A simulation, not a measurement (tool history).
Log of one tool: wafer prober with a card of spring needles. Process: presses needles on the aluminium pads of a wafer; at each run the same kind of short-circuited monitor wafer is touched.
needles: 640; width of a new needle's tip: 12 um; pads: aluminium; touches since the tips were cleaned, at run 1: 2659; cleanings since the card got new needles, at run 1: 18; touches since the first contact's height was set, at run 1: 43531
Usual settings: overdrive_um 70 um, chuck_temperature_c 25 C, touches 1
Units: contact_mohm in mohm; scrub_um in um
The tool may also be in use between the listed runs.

run   hour  overdrive_um  chuck_temperature_c  touches  touches since the tips were cleaned  cleanings since the card got new needles  touches since the first contact's height was set  contact_mohm  scrub_um
  1      0            70                   25        1                                 2659                                        18                                             43531           236    11.088
      13.7  -- tips cleaned on abrasive film
  2   25.3            70                   25        1                                 6137                                        19                                             56846           251    11.088
      31.3  -- tips cleaned on abrasive film
  3   39.9            70                   25        3                                 4523                                        20                                             64484           221     11.08
      43.4  -- height of the first contact set anew
      49.1  -- tips cleaned on abrasive film
  4   59.6            70                   94        1                                 5512                                        21                                              8458           262    11.124
      66.6  -- tips cleaned on abrasive film
  5   81.4            70                   94        1                                 7818                                        22                                             19946           264    11.118
      83.3  -- tips cleaned on abrasive film
     100.3  -- tips cleaned on abrasive film
  6  104.8            70                   94        1                                 2382                                        24                                             32219           253    11.095
     117.3  -- tips cleaned on abrasive film
  7  130.4            70                   94        1                                 6930                                        25                                             45692           266    11.089
     134.7  -- tips cleaned on abrasive film
     150.4  -- tips cleaned on abrasive film, once more
  8  155.4            70                   25        1                                 2612                                        27                                             58752           237    11.066
     167.6  -- tips cleaned on abrasive film
     169.9  -- height of the first contact set anew
  9  170.9            70                   25        1                                 1591                                        28                                               543           230    11.127
     185.5  -- tips cleaned on abrasive film
 10    196            70                   25        1                                 5557                                        29                                             13741           245    11.114
     203.3  -- tips cleaned on abrasive film
 11  219.1            70                   25        2                                 8358                                        30                                             25903           234    11.111
     220.9  -- tips cleaned on abrasive film
     238.5  -- tips cleaned on abrasive film
 12  240.6            70                   25        2                                 1103                                        32                                             37147           215    11.098
 13  252.8            70                   25        1                                 7524                                        32                                             43568           248    11.091
     255.9  -- tips cleaned on abrasive film
     273.1  -- tips cleaned on abrasive film
 14  277.3            70                   25        1                                 2205                                        34                                             56423           232    11.078
     290.2  -- tips cleaned on abrasive film
 15  294.7            70                   25        1                                 2386                                        35                                             65577           233    11.071
     296.6  -- height of the first contact set anew
     307.8  -- tips cleaned on abrasive film
 16  314.1            70                   25        1                                 3317                                        36                                              9190           237    11.119
     325.5  -- tips cleaned on abrasive film
 17  325.5            70                   25        2                                   30                                        37                                             15193           207    11.115
 18  337.4            68                   59        2                                 6314                                        37                                             21477           237    10.801
     341.9  -- tips cleaned on abrasive film
 19    354            68                   59        2                                 6400                                        38                                             30180           241    10.784
     359.1  -- tips cleaned on abrasive film
     376.8  -- tips cleaned on abrasive film
 20  376.8            89                   41        1                                    0                                        40                                             42111           211    14.104
     393.6  -- tips cleaned on abrasive film
 21  397.2            89                   41        1                                 1872                                        41                                             52823           227    14.092
     410.7  -- tips cleaned on abrasive film
 22  412.8            89                   57        1                                 1094                                        42                                             61009           227    14.079
       423  -- height of the first contact set anew
     427.9  -- tips cleaned on abrasive film
 23  431.9            89                   57        1                                 2110                                        43                                              4626           239    14.145
     445.4  -- tips cleaned on abrasive film
 24    448            53                   32        2                                 1340                                        44                                             13080           221     8.409
     463.3  -- tips cleaned on abrasive film
 25  467.6            71                   32        2                                 2294                                        45                                             23415           224    11.263
       481  -- tips cleaned on abrasive film
 26  481.6            70                   25        1                                  298                                        46                                             30722           216    11.094
     498.9  -- tips cleaned on abrasive film
 27  506.3            70                   36        2                                 3938                                        47                                             43739           229    11.085
     516.1  -- tips cleaned on abrasive film
 28  527.5            71                  118        2                                 6031                                        48                                             54885           245    11.239

5 ways to go on from here, each from the tool as it stands after run 28. What would each give?
     533.7  -- tips cleaned on abrasive film
  A  539.3            68                   43        1                                 2958                                        49                                             61061             ?         ?
     533.7  -- tips cleaned on abrasive film
  B  539.3            51                  115        3                                 2958                                        49                                             61061             ?         ?
     533.7  -- tips cleaned on abrasive film
  C  539.3            84                   38        1                                 2958                                        49                                             61061             ?         ?
     533.7  -- tips cleaned on abrasive film
  D  539.3            76                   43        2                                 2958                                        49                                             61061             ?         ?
     533.7  -- tips cleaned on abrasive film
  E  539.3            55                  118        2                                 2958                                        49                                             61061             ?         ?

run  contact_mohm  scrub_um
  A           244    10.748
  B           239     8.038
  C           241    13.287
  D           228    12.017
  E           250     8.676
Without the tool's hidden state the same runs would have given:
run  contact_mohm  scrub_um
  A           209    10.814
  B           224     8.104
  C           209    13.353
  D           208    12.082
  E           227     8.742
